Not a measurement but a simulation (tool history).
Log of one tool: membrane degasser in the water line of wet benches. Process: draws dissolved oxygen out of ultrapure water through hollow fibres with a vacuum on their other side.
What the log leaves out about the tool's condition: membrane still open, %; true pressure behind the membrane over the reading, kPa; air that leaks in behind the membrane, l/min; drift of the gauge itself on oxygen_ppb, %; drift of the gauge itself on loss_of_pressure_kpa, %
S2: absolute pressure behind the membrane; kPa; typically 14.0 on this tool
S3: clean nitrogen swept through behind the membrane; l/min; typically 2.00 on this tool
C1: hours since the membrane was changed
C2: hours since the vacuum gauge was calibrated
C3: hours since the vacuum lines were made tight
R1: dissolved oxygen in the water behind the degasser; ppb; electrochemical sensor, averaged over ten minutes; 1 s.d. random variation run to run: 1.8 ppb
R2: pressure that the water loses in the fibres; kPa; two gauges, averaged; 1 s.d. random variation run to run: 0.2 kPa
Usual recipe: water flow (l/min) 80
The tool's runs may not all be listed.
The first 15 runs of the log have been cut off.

{"run": 16, "hour": 1120.1, "water flow (l/min)": 80, "S2": 14.0, "S3": 2.0, "C1": 1622, "C2": 4399, "C3": 4122, "R1": 802.7, "R2": 42.38}
{"run": 17, "hour": 1202.0, "water flow (l/min)": 51, "S2": 14.0, "S3": 3.61, "C1": 1704, "C2": 4481, "C3": 4203, "R1": 340.2, "R2": 27.37}
{"run": 18, "hour": 1258.4, "water flow (l/min)": 48, "S2": 18.0, "S3": 1.16, "C1": 1760, "C2": 4538, "C3": 4260, "R1": 1090.2, "R2": 25.77}
{"run": 19, "hour": 1333.2, "water flow (l/min)": 109, "S2": 14.0, "S3": 1.36, "C1": 1835, "C2": 4612, "C3": 4335, "R1": 1314.5, "R2": 57.89}
{"run": 20, "hour": 1432.5, "water flow (l/min)": 109, "S2": 14.0, "S3": 1.36, "C1": 1934, "C2": 4712, "C3": 4434, "R1": 1311.8, "R2": 57.73}
{"run": 21, "hour": 1493.7, "water flow (l/min)": 80, "S2": 14.0, "S3": 0.89, "C1": 1996, "C2": 4773, "C3": 4495, "R1": 1386.6, "R2": 42.57}
{"run": 22, "hour": 1596.7, "water flow (l/min)": 80, "S2": 14.0, "S3": 0.89, "C1": 2099, "C2": 4876, "C3": 4598, "R1": 1382.6, "R2": 42.63}
{"run": 23, "hour": 1663.0, "water flow (l/min)": 80, "S2": 14.0, "S3": 0.89, "C1": 2165, "C2": 4942, "C3": 4665, "R1": 1384.0, "R2": 42.5}
{"run": 24, "hour": 1721.7, "water flow (l/min)": 80, "S2": 14.0, "S3": 0.89, "C1": 2224, "C2": 5001, "C3": 4723, "R1": 1380.2, "R2": 42.17}
{"run": 25, "hour": 1774.0, "water flow (l/min)": 80, "S2": 14.0, "S3": 0.89, "C1": 2276, "C2": 5053, "C3": 4776, "R1": 1380.7, "R2": 42.22}
{"run": 26, "hour": 1818.7, "water flow (l/min)": 80, "S2": 14.0, "S3": 0.98, "C1": 2321, "C2": 5098, "C3": 4820, "R1": 1305.7, "R2": 42.37}
{"run": 27, "hour": 1861.6, "water flow (l/min)": 80, "S2": 14.0, "S3": 0.98, "C1": 2363, "C2": 5141, "C3": 4863, "R1": 1306.1, "R2": 42.52}
{"run": 28, "hour": 1911.1, "water flow (l/min)": 90, "S2": 10.6, "S3": 2.65, "C1": 2413, "C2": 5190, "C3": 4913, "R1": 508.9, "R2": 47.45}
{"run": 29, "hour": 2000.2, "water flow (l/min)": 90, "S2": 10.6, "S3": 2.65, "C1": 2502, "C2": 5279, "C3": 5002, "R1": 505.7, "R2": 47.68}
{"run": 30, "hour": 2093.5, "water flow (l/min)": 73, "S2": 10.6, "S3": 0.83, "C1": 2595, "C2": 5373, "C3": 5095, "R1": 973.8, "R2": 38.77}
{"run": 31, "hour": 2141.8, "water flow (l/min)": 73, "S2": 10.6, "S3": 0.83, "C1": 2644, "C2": 5421, "C3": 5143, "R1": 971.4, "R2": 38.82}
{"run": 32, "hour": 2214.8, "water flow (l/min)": 68, "S2": 12.1, "S3": 2.95, "C1": 2717, "C2": 5494, "C3": 5216, "R1": 432.4, "R2": 35.93}

4 ways to go on from here, each from the tool as it stands after run 32. What would each give?
{"run": "A", "hour": 2308.6, "water flow (l/min)": 57, "S2": 12.8, "S3": 1.25, "C1": 2810, "C2": 5588, "C3": 5310, "R1": "?", "R2": "?"}
{"run": "B", "hour": 2308.6, "water flow (l/min)": 106, "S2": 12.1, "S3": 3.1, "C1": 2810, "C2": 5588, "C3": 5310, "R1": "?", "R2": "?"}
{"run": "C", "hour": 2308.6, "water flow (l/min)": 58, "S2": 14.0, "S3": 3.5, "C1": 2810, "C2": 5588, "C3": 5310, "R1": "?", "R2": "?"}
{"run": "D", "hour": 2308.6, "water flow (l/min)": 60, "S2": 30.0, "S3": 0.8, "C1": 2810, "C2": 5588, "C3": 5310, "R1": "?", "R2": "?"}

run=A R1=791.7 R2=30.29
run=B R1=618.7 R2=56.28
run=C R1=390.2 R2=30.58
run=D R1=2605.2 R2=31.66
Had the tool no hidden state, the same runs would have come out as:
run=A R1=791.4 R2=30.28
run=B R1=618.4 R2=56.26
run=C R1=390.0 R2=30.57
run=D R1=2605.0 R2=31.65
